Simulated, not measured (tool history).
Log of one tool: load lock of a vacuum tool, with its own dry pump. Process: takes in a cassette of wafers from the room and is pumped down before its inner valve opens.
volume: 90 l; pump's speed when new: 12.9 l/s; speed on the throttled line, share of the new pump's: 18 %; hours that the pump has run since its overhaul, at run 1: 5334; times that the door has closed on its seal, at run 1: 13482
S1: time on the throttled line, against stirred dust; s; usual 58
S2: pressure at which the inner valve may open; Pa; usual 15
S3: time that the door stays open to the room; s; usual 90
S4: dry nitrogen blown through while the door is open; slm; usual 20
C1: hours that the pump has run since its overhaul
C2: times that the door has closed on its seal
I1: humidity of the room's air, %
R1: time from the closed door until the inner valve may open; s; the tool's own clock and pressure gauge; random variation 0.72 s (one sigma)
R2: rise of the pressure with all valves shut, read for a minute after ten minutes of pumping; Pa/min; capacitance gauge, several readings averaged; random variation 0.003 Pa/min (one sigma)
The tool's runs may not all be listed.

{"run": 1, "hour": 0.0, "S1": 58, "S2": 15, "S3": 90, "S4": 20, "C1": 5334, "C2": 13482, "I1": 46.3, "R1": 111.4, "R2": 0.122}
{"run": 2, "hour": 181.1, "S1": 58, "S2": 15, "S3": 33, "S4": 20, "C1": 5515, "C2": 13996, "I1": 45.8, "R1": 111.2, "R2": 0.11}
{"run": 3, "hour": 353.9, "S1": 98, "S2": 15, "S3": 90, "S4": 20, "C1": 5688, "C2": 14487, "I1": 45.4, "R1": 143.6, "R2": 0.119}
{"run": 4, "hour": 554.2, "S1": 98, "S2": 15, "S3": 90, "S4": 20, "C1": 5888, "C2": 15056, "I1": 45.4, "R1": 144.7, "R2": 0.134}
{"run": 5, "hour": 769.0, "S1": 58, "S2": 17, "S3": 90, "S4": 20, "C1": 6103, "C2": 15666, "I1": 45.4, "R1": 111.9, "R2": 0.144}
{"run": 6, "hour": 923.4, "S1": 58, "S2": 22, "S3": 90, "S4": 20, "C1": 6257, "C2": 16104, "I1": 43.6, "R1": 108.5, "R2": 0.144}
{"run": 7, "hour": 1081.0, "S1": 58, "S2": 15, "S3": 90, "S4": 20, "C1": 6415, "C2": 16552, "I1": 46.4, "R1": 111.9, "R2": 0.152}
{"run": 8, "hour": 1203.9, "S1": 58, "S2": 15, "S3": 90, "S4": 20, "C1": 6538, "C2": 16901, "I1": 44.7, "R1": 111.8, "R2": 0.153}
{"run": 9, "hour": 1320.0, "S1": 58, "S2": 15, "S3": 90, "S4": 20, "C1": 6654, "C2": 17230, "I1": 46.8, "R1": 113.5, "R2": 0.148}
{"run": 10, "hour": 1520.3, "S1": 58, "S2": 15, "S3": 90, "S4": 20, "C1": 6854, "C2": 17799, "I1": 44.4, "R1": 111.4, "R2": 0.169}
{"run": 11, "hour": 1739.0, "S1": 58, "S2": 15, "S3": 90, "S4": 20, "C1": 7073, "C2": 18420, "I1": 47.2, "R1": 112.2, "R2": 0.173}
{"run": 12, "hour": 1927.0, "S1": 58, "S2": 15, "S3": 90, "S4": 20, "C1": 7261, "C2": 18954, "I1": 43.4, "R1": 111.8, "R2": 0.177}
{"run": 13, "hour": 2138.9, "S1": 58, "S2": 20, "S3": 90, "S4": 20, "C1": 7473, "C2": 19556, "I1": 46.7, "R1": 111.4, "R2": 0.182}
{"run": 14, "hour": 2305.0, "S1": 58, "S2": 15, "S3": 90, "S4": 20, "C1": 7639, "C2": 20028, "I1": 44.7, "R1": 112.2, "R2": 0.191}
{"run": 15, "hour": 2499.7, "S1": 58, "S2": 15, "S3": 56, "S4": 20, "C1": 7834, "C2": 20581, "I1": 45.7, "R1": 115.1, "R2": 0.187}
{"run": 16, "hour": 2614.6, "S1": 58, "S2": 15, "S3": 56, "S4": 20, "C1": 7948, "C2": 20907, "I1": 45.3, "R1": 111.9, "R2": 0.195}
{"run": 17, "hour": 2740.7, "S1": 58, "S2": 15, "S3": 56, "S4": 20, "C1": 8075, "C2": 21265, "I1": 45.6, "R1": 112.3, "R2": 0.197}
{"run": 18, "hour": 2919.6, "S1": 58, "S2": 15, "S3": 56, "S4": 20, "C1": 8253, "C2": 21773, "I1": 48.2, "R1": 114.1, "R2": 0.203}
{"run": 19, "hour": 3106.3, "S1": 58, "S2": 24, "S3": 56, "S4": 20, "C1": 8440, "C2": 22303, "I1": 49.0, "R1": 109.5, "R2": 0.215}
{"run": 20, "hour": 3275.6, "S1": 58, "S2": 15, "S3": 90, "S4": 20, "C1": 8609, "C2": 22784, "I1": 43.8, "R1": 113.8, "R2": 0.224}
{"run": 21, "hour": 3425.9, "S1": 58, "S2": 15, "S3": 90, "S4": 20, "C1": 8760, "C2": 23211, "I1": 44.4, "R1": 114.3, "R2": 0.231}
{"run": 22, "hour": 3595.4, "S1": 43, "S2": 29, "S3": 52, "S4": 15, "C1": 8929, "C2": 23692, "I1": 44.4, "R1": 96.9, "R2": 0.233}
{"run": 23, "hour": 3692.4, "S1": 48, "S2": 29, "S3": 52, "S4": 15, "C1": 9026, "C2": 23967, "I1": 44.4, "R1": 101.0, "R2": 0.231}
{"run": 24, "hour": 3794.1, "S1": 48, "S2": 29, "S3": 52, "S4": 15, "C1": 9128, "C2": 24256, "I1": 42.8, "R1": 101.6, "R2": 0.24}
{"run": 25, "hour": 3959.9, "S1": 46, "S2": 29, "S3": 52, "S4": 15, "C1": 9294, "C2": 24727, "I1": 48.7, "R1": 99.0, "R2": 0.246}
{"run": 26, "hour": 4164.0, "S1": 46, "S2": 29, "S3": 56, "S4": 15, "C1": 9498, "C2": 25307, "I1": 42.6, "R1": 99.2, "R2": 0.256}
{"run": 27, "hour": 4363.2, "S1": 46, "S2": 29, "S3": 56, "S4": 15, "C1": 9697, "C2": 25872, "I1": 42.0, "R1": 100.1, "R2": 0.263}
{"run": 28, "hour": 4519.8, "S1": 41, "S2": 29, "S3": 56, "S4": 15, "C1": 9854, "C2": 26317, "I1": 45.0, "R1": 96.4, "R2": 0.274}
{"run": 29, "hour": 4688.6, "S1": 59, "S2": 24, "S3": 56, "S4": 10, "C1": 10022, "C2": 26796, "I1": 45.3, "R1": 111.8, "R2": 0.282}
{"run": 30, "hour": 4885.5, "S1": 86, "S2": 15, "S3": 53, "S4": 31, "C1": 10219, "C2": 27356, "I1": 45.4, "R1": 137.6, "R2": 0.285}
{"run": 31, "hour": 5033.3, "S1": 60, "S2": 15, "S3": 25, "S4": 31, "C1": 10367, "C2": 27775, "I1": 41.9, "R1": 117.7, "R2": 0.292}
{"run": 32, "hour": 5215.1, "S1": 60, "S2": 15, "S3": 25, "S4": 31, "C1": 10549, "C2": 28291, "I1": 42.0, "R1": 117.8, "R2": 0.295}
{"run": 33, "hour": 5393.5, "S1": 39, "S2": 11, "S3": 90, "S4": 20, "C1": 10727, "C2": 28798, "I1": 44.5, "R1": 103.6, "R2": 0.319}
{"run": 34, "hour": 5502.1, "S1": 81, "S2": 17, "S3": 90, "S4": 6, "C1": 10836, "C2": 29106, "I1": 43.6, "R1": 134.4, "R2": 0.329}
{"run": 35, "hour": 5669.6, "S1": 81, "S2": 17, "S3": 90, "S4": 6, "C1": 11003, "C2": 29582, "I1": 44.7, "R1": 132.3, "R2": 0.337}

Forecast each of these 3 alternatives for the next run:
{"run": "A", "hour": 5875.9, "S1": 93, "S2": 17, "S3": 90, "S4": 26, "C1": 11210, "C2": 30168, "I1": 42.2, "R1": "?", "R2": "?"}
{"run": "B", "hour": 5875.9, "S1": 53, "S2": 14, "S3": 90, "S4": 22, "C1": 11210, "C2": 30168, "I1": 44.3, "R1": "?", "R2": "?"}
{"run": "C", "hour": 5875.9, "S1": 81, "S2": 11, "S3": 90, "S4": 10, "C1": 11210, "C2": 30168, "I1": 44.3, "R1": "?", "R2": "?"}

run=A R1=143.6 R2=0.344
run=B R1=113.1 R2=0.340
run=C R1=135.7 R2=0.340
Without the tool's hidden state the same runs would have given:
run=A R1=138.0 R2=0.020
run=B R1=106.3 R2=0.020
run=C R1=129.4 R2=0.021
